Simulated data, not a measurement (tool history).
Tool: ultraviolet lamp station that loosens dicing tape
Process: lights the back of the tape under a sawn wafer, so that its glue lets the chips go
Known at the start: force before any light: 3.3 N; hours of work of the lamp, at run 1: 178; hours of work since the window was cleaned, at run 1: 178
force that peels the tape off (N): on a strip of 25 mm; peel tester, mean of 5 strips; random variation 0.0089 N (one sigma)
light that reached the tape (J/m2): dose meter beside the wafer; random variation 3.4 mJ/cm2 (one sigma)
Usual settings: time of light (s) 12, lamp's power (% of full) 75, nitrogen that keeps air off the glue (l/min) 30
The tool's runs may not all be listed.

run,hour,time of light (s),lamp's power (% of full),nitrogen that keeps air off the glue (l/min),hours of work of the lamp,hours of work since the window was cleaned,force that peels the tape off (N),light that reached the tape (J/m2)
1,0,12,75,30,178,178,0.36,5440
2,53.4,12,75,30,215,215,0.36,5450
3,154.3,12,75,30,286,286,0.372,5460
# hour 200.5: window cleaned of glue's vapour
4,226.7,12,75,30,337,18,0.372,5390
5,321.9,12,75,30,403,85,0.374,5450
6,400.6,12,75,30,459,140,0.359,5390
7,489.7,12,75,30,521,203,0.367,5450
8,579.5,20,75,30,584,266,0.157,8890
9,627.7,20,75,40,618,300,0.135,9010
# hour 654.5: window cleaned of glue's vapour
10,698.6,20,98,55,667,31,0.099,11690
# hour 740.9: lamp changed
11,795.1,20,98,55,38,98,0.095,11850
12,856.4,10,74,12,81,141,0.858,4440
13,928.7,16,74,12,132,192,0.412,7080
14,983.4,22,88,17,170,230,0.14,11630
15,1062.5,6,98,15,226,286,1.005,3500
# hour 1109.1: window cleaned of glue's vapour
16,1131.4,6,98,15,274,16,1.013,3480
17,1201.3,11,63,15,323,65,0.843,4120

Hidden state or all else? Some run-to-run changes of light that reached the tape (J/m2), split into what the settings, what came in and random variation would give without the hidden state, and what is left for the hidden state (with any gauge scatter that isn't in both results):
The hidden state here: lamp's light, % of a new lamp's; light that the window lets through, % of a clean one's; drift of the gauge itself on peel_n, %; drift of the gauge itself on dose_mj_cm2, %.
Run 7 -> 8: time of light (s) 12 -> 20. light that reached the tape (J/m2) +3440: hidden state -20, all else +3460.
Run 14 -> 15: time of light (s) 22 -> 6, lamp's power (% of full) 88 -> 98, nitrogen that keeps air off the glue (l/min) 17 -> 15. light that reached the tape (J/m2) -8130: hidden state +10, all else -8140.
